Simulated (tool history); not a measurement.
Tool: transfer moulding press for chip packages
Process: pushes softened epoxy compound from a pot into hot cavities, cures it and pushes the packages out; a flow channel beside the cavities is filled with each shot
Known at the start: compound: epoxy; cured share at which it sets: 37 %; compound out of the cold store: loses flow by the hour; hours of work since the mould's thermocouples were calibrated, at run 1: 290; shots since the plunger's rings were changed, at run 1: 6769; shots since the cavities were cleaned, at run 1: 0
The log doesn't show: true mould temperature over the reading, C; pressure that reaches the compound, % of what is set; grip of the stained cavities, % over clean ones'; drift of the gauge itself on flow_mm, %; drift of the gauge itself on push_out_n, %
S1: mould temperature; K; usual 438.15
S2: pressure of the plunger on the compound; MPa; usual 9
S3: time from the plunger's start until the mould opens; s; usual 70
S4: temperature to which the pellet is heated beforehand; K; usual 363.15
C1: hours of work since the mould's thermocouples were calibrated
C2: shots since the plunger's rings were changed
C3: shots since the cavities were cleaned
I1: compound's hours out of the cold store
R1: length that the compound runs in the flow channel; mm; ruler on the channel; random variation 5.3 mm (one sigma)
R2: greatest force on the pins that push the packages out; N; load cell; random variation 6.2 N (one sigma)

{"run": 1, "hour": 0.0, "S1": 438.15, "S2": 9, "S3": 70, "S4": 363.15, "C1": 290, "C2": 6769, "C3": 0, "I1": 43.2, "R1": 430, "R2": 220}
{"hour": 4.5, "done": "plunger's sealing rings changed"}
{"run": 2, "hour": 29.5, "S1": 438.15, "S2": 9, "S3": 70, "S4": 363.15, "C1": 311, "C2": 481, "C3": 518, "I1": 42.2, "R1": 468, "R2": 367}
{"hour": 45.3, "done": "cavities cleaned with cleaning compound and waxed"}
{"run": 3, "hour": 59.4, "S1": 438.15, "S2": 9, "S3": 70, "S4": 363.15, "C1": 334, "C2": 1025, "C3": 270, "I1": 38, "R1": 475, "R2": 327}
{"run": 4, "hour": 81.4, "S1": 438.15, "S2": 9, "S3": 70, "S4": 363.15, "C1": 351, "C2": 1447, "C3": 692, "I1": 19.9, "R1": 535, "R2": 396}
{"hour": 89.0, "done": "cavities cleaned with cleaning compound and waxed"}
{"run": 5, "hour": 106.1, "S1": 438.15, "S2": 9, "S3": 70, "S4": 363.15, "C1": 370, "C2": 1892, "C3": 329, "I1": 29.3, "R1": 498, "R2": 348}
{"hour": 132.3, "done": "cavities cleaned with cleaning compound and waxed"}
{"run": 6, "hour": 135.1, "S1": 438.15, "S2": 9, "S3": 89, "S4": 363.15, "C1": 392, "C2": 2419, "C3": 55, "I1": 14.6, "R1": 544, "R2": 221}
{"run": 7, "hour": 148.0, "S1": 438.15, "S2": 9, "S3": 89, "S4": 363.15, "C1": 402, "C2": 2666, "C3": 302, "I1": 13.6, "R1": 548, "R2": 271}
{"run": 8, "hour": 162.3, "S1": 438.15, "S2": 9, "S3": 89, "S4": 363.15, "C1": 414, "C2": 2940, "C3": 576, "I1": 48, "R1": 435, "R2": 339}
{"hour": 176.0, "done": "cavities cleaned with cleaning compound and waxed"}
{"run": 9, "hour": 180.8, "S1": 444.15, "S2": 9, "S3": 70, "S4": 363.15, "C1": 427, "C2": 3265, "C3": 92, "I1": 37.4, "R1": 454, "R2": 238}
{"run": 10, "hour": 201.1, "S1": 444.15, "S2": 9, "S3": 70, "S4": 363.15, "C1": 444, "C2": 3655, "C3": 482, "I1": 12.7, "R1": 524, "R2": 322}
{"hour": 219.5, "done": "cavities cleaned with cleaning compound and waxed"}
{"run": 11, "hour": 221.3, "S1": 444.15, "S2": 9, "S3": 70, "S4": 363.15, "C1": 459, "C2": 4014, "C3": 36, "I1": 41.9, "R1": 431, "R2": 223}
{"run": 12, "hour": 245.3, "S1": 444.15, "S2": 9, "S3": 70, "S4": 363.15, "C1": 478, "C2": 4472, "C3": 494, "I1": 22.1, "R1": 496, "R2": 327}
{"hour": 263.0, "done": "cavities cleaned with cleaning compound and waxed"}
{"run": 13, "hour": 267.5, "S1": 438.15, "S2": 9, "S3": 70, "S4": 361.15, "C1": 494, "C2": 4870, "C3": 86, "I1": 40.3, "R1": 456, "R2": 260}
{"run": 14, "hour": 293.1, "S1": 438.15, "S2": 9, "S3": 70, "S4": 363.15, "C1": 515, "C2": 5361, "C3": 577, "I1": 31.2, "R1": 462, "R2": 373}
{"hour": 306.6, "done": "cavities cleaned with cleaning compound and waxed"}
{"run": 15, "hour": 321.3, "S1": 438.15, "S2": 9, "S3": 70, "S4": 363.15, "C1": 536, "C2": 5872, "C3": 282, "I1": 32.7, "R1": 454, "R2": 334}
{"run": 16, "hour": 336.5, "S1": 438.15, "S2": 9, "S3": 70, "S4": 363.15, "C1": 548, "C2": 6164, "C3": 574, "I1": 47.4, "R1": 417, "R2": 373}
{"hour": 350.2, "done": "mould's thermocouples calibrated"}
{"hour": 351.7, "done": "cavities cleaned with cleaning compound and waxed"}
{"run": 17, "hour": 358.6, "S1": 434.15, "S2": 9, "S3": 74, "S4": 360.15, "C1": 5, "C2": 6519, "C3": 131, "I1": 22.9, "R1": 499, "R2": 328}
{"hour": 376.5, "done": "plunger's sealing rings changed"}
{"run": 18, "hour": 378.5, "S1": 434.15, "S2": 10.47, "S3": 73, "S4": 366.15, "C1": 19, "C2": 37, "C3": 465, "I1": 45.3, "R1": 512, "R2": 419}
{"hour": 398.3, "done": "cavities cleaned with cleaning compound and waxed"}
{"run": 19, "hour": 403.7, "S1": 434.15, "S2": 10.47, "S3": 73, "S4": 366.15, "C1": 38, "C2": 492, "C3": 105, "I1": 28.4, "R1": 551, "R2": 306}
{"run": 20, "hour": 426.7, "S1": 434.15, "S2": 10.47, "S3": 73, "S4": 366.15, "C1": 57, "C2": 933, "C3": 546, "I1": 24.5, "R1": 576, "R2": 438}
{"hour": 441.1, "done": "cavities cleaned with cleaning compound and waxed"}
{"run": 21, "hour": 455.9, "S1": 441.15, "S2": 9, "S3": 70, "S4": 354.15, "C1": 79, "C2": 1463, "C3": 282, "I1": 15.2, "R1": 548, "R2": 315}
{"run": 22, "hour": 468.0, "S1": 441.15, "S2": 8.45, "S3": 65, "S4": 365.15, "C1": 89, "C2": 1695, "C3": 514, "I1": 18.4, "R1": 516, "R2": 385}
{"hour": 484.7, "done": "cavities cleaned with cleaning compound and waxed"}
{"run": 23, "hour": 497.8, "S1": 432.15, "S2": 9.17, "S3": 109, "S4": 361.15, "C1": 111, "C2": 2238, "C3": 252, "I1": 45.7, "R1": 467, "R2": 291}
{"run": 24, "hour": 510.9, "S1": 438.15, "S2": 9.22, "S3": 89, "S4": 368.15, "C1": 122, "C2": 2489, "C3": 503, "I1": 17.1, "R1": 531, "R2": 323}
{"hour": 527.2, "done": "cavities cleaned with cleaning compound and waxed"}
{"run": 25, "hour": 534.4, "S1": 438.15, "S2": 9.22, "S3": 89, "S4": 368.15, "C1": 139, "C2": 2910, "C3": 137, "I1": 24.2, "R1": 523, "R2": 262}
{"run": 26, "hour": 552.7, "S1": 438.15, "S2": 7.87, "S3": 67, "S4": 365.15, "C1": 154, "C2": 3262, "C3": 489, "I1": 24, "R1": 472, "R2": 403}
{"hour": 570.1, "done": "cavities cleaned with cleaning compound and waxed"}
{"run": 27, "hour": 572.5, "S1": 433.15, "S2": 9, "S3": 92, "S4": 363.15, "C1": 169, "C2": 3613, "C3": 47, "I1": 42.9, "R1": 462, "R2": 225}

Forecast each of these 4 alternatives for the next run:
{"run": "A", "hour": 597.4, "S1": 438.15, "S2": 9.5, "S3": 52, "S4": 371.15, "C1": 188, "C2": 4090, "C3": 524, "I1": 33.7, "R1": "?", "R2": "?"}
{"run": "B", "hour": 597.4, "S1": 436.15, "S2": 9, "S3": 92, "S4": 363.15, "C1": 188, "C2": 4090, "C3": 524, "I1": 30.6, "R1": "?", "R2": "?"}
{"run": "C", "hour": 597.4, "S1": 441.15, "S2": 9, "S3": 70, "S4": 363.15, "C1": 188, "C2": 4090, "C3": 524, "I1": 28.1, "R1": "?", "R2": "?"}
{"run": "D", "hour": 597.4, "S1": 439.15, "S2": 9, "S3": 70, "S4": 363.15, "C1": 188, "C2": 4090, "C3": 524, "I1": 36.3, "R1": "?", "R2": "?"}

run=A R1=492 R2=697
run=B R1=485 R2=318
run=C R1=486 R2=359
run=D R1=461 R2=367
Without the tool's hidden state the same runs would have given:
run=A R1=521 R2=429
run=B R1=514 R2=193
run=C R1=515 R2=217
run=D R1=488 R2=227
